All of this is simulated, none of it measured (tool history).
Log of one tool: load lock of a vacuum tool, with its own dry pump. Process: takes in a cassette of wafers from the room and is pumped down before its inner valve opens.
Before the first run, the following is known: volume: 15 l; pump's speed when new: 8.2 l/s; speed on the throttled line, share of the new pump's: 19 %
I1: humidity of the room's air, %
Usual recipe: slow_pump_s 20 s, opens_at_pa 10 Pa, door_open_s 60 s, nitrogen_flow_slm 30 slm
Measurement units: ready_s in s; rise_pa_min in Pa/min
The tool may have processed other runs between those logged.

{"run": 1, "day": 0.0, "slow_pump_s": 20, "opens_at_pa": 10, "door_open_s": 60, "nitrogen_flow_slm": 30, "I1": 45.2, "ready_s": 35.7, "rise_pa_min": 0.367}
{"run": 2, "day": 12.779, "slow_pump_s": 20, "opens_at_pa": 10, "door_open_s": 60, "nitrogen_flow_slm": 30, "I1": 44.5, "ready_s": 35.8, "rise_pa_min": 0.378}
{"run": 3, "day": 26.488, "slow_pump_s": 20, "opens_at_pa": 10, "door_open_s": 60, "nitrogen_flow_slm": 21, "I1": 45.3, "ready_s": 35.5, "rise_pa_min": 0.411}
{"run": 4, "day": 44.788, "slow_pump_s": 20, "opens_at_pa": 10, "door_open_s": 60, "nitrogen_flow_slm": 21, "I1": 47.7, "ready_s": 36, "rise_pa_min": 0.428}
{"run": 5, "day": 59.429, "slow_pump_s": 20, "opens_at_pa": 10, "door_open_s": 60, "nitrogen_flow_slm": 21, "I1": 44.6, "ready_s": 36.1, "rise_pa_min": 0.434}
{"run": 6, "day": 80.062, "slow_pump_s": 20, "opens_at_pa": 10, "door_open_s": 60, "nitrogen_flow_slm": 21, "I1": 42, "ready_s": 36.2, "rise_pa_min": 0.461}
{"run": 7, "day": 92.142, "slow_pump_s": 20, "opens_at_pa": 10, "door_open_s": 60, "nitrogen_flow_slm": 21, "I1": 47.1, "ready_s": 36.9, "rise_pa_min": 0.473}
{"run": 8, "day": 108.767, "slow_pump_s": 20, "opens_at_pa": 10, "door_open_s": 60, "nitrogen_flow_slm": 21, "I1": 44.1, "ready_s": 36.5, "rise_pa_min": 0.51}
{"day": 116.804, "done": "door's seal changed, seat wiped"}
{"run": 9, "day": 120.583, "slow_pump_s": 20, "opens_at_pa": 10, "door_open_s": 30, "nitrogen_flow_slm": 30, "I1": 42.2, "ready_s": 37.2, "rise_pa_min": 0.046}
{"run": 10, "day": 138.888, "slow_pump_s": 20, "opens_at_pa": 20, "door_open_s": 26, "nitrogen_flow_slm": 19, "I1": 43.7, "ready_s": 35.3, "rise_pa_min": 0.059}
{"day": 158.329, "done": "dry pump taken out, an overhauled one fitted"}
{"run": 11, "day": 158.896, "slow_pump_s": 20, "opens_at_pa": 11, "door_open_s": 39, "nitrogen_flow_slm": 11, "I1": 47.9, "ready_s": 32.6, "rise_pa_min": 0.087}
{"run": 12, "day": 169.817, "slow_pump_s": 20, "opens_at_pa": 11, "door_open_s": 39, "nitrogen_flow_slm": 11, "I1": 40.8, "ready_s": 33.6, "rise_pa_min": 0.086}
{"run": 13, "day": 182.9, "slow_pump_s": 20, "opens_at_pa": 11, "door_open_s": 39, "nitrogen_flow_slm": 11, "I1": 43, "ready_s": 32.9, "rise_pa_min": 0.085}
{"run": 14, "day": 199.408, "slow_pump_s": 22, "opens_at_pa": 11, "door_open_s": 80, "nitrogen_flow_slm": 4, "I1": 46.1, "ready_s": 34.8, "rise_pa_min": 0.141}
{"run": 15, "day": 220.646, "slow_pump_s": 39, "opens_at_pa": 10, "door_open_s": 192, "nitrogen_flow_slm": 30, "I1": 48, "ready_s": 48.6, "rise_pa_min": 0.134}
{"run": 16, "day": 231.821, "slow_pump_s": 20, "opens_at_pa": 8, "door_open_s": 60, "nitrogen_flow_slm": 12, "I1": 42.4, "ready_s": 34.6, "rise_pa_min": 0.116}
{"run": 17, "day": 253.217, "slow_pump_s": 38, "opens_at_pa": 10, "door_open_s": 101, "nitrogen_flow_slm": 30, "I1": 45.8, "ready_s": 47.9, "rise_pa_min": 0.12}
{"run": 18, "day": 262.804, "slow_pump_s": 26, "opens_at_pa": 8, "door_open_s": 101, "nitrogen_flow_slm": 33, "I1": 45.7, "ready_s": 39.1, "rise_pa_min": 0.123}

For each run, the measured value with the value that run would have given without the tool's hidden condition subtracted. The run-to-run variation is shared by both, the gauge scatter possibly not:
Unlogged tool condition in this case: pump's speed, % of a new pump's; leak at the door's seal, Pa l/s; drift of the gauge itself on ready_s, %; drift of the gauge itself on rise_pa_min, %.
run=1 ready_s=+2.7 rise_pa_min=+0.31
run=2 ready_s=+2.7 rise_pa_min=+0.322
run=3 ready_s=+2.8 rise_pa_min=+0.342
run=4 ready_s=+3 rise_pa_min=+0.362
run=5 ready_s=+3.2 rise_pa_min=+0.369
run=6 ready_s=+3.4 rise_pa_min=+0.4
run=7 ready_s=+3.5 rise_pa_min=+0.407
run=8 ready_s=+3.7 rise_pa_min=+0.443
run=9 ready_s=+3.7 rise_pa_min=+0.004
run=10 ready_s=+3.5 rise_pa_min=+0.008
run=11 ready_s=+0 rise_pa_min=+0.014
run=12 ready_s=+0.1 rise_pa_min=+0.017
run=13 ready_s=+0.1 rise_pa_min=+0.021
run=14 ready_s=+0.2 rise_pa_min=+0.026
run=15 ready_s=+0.2 rise_pa_min=+0.036
run=16 ready_s=+0.4 rise_pa_min=+0.04
run=17 ready_s=+0.4 rise_pa_min=+0.05
run=18 ready_s=+0.6 rise_pa_min=+0.054
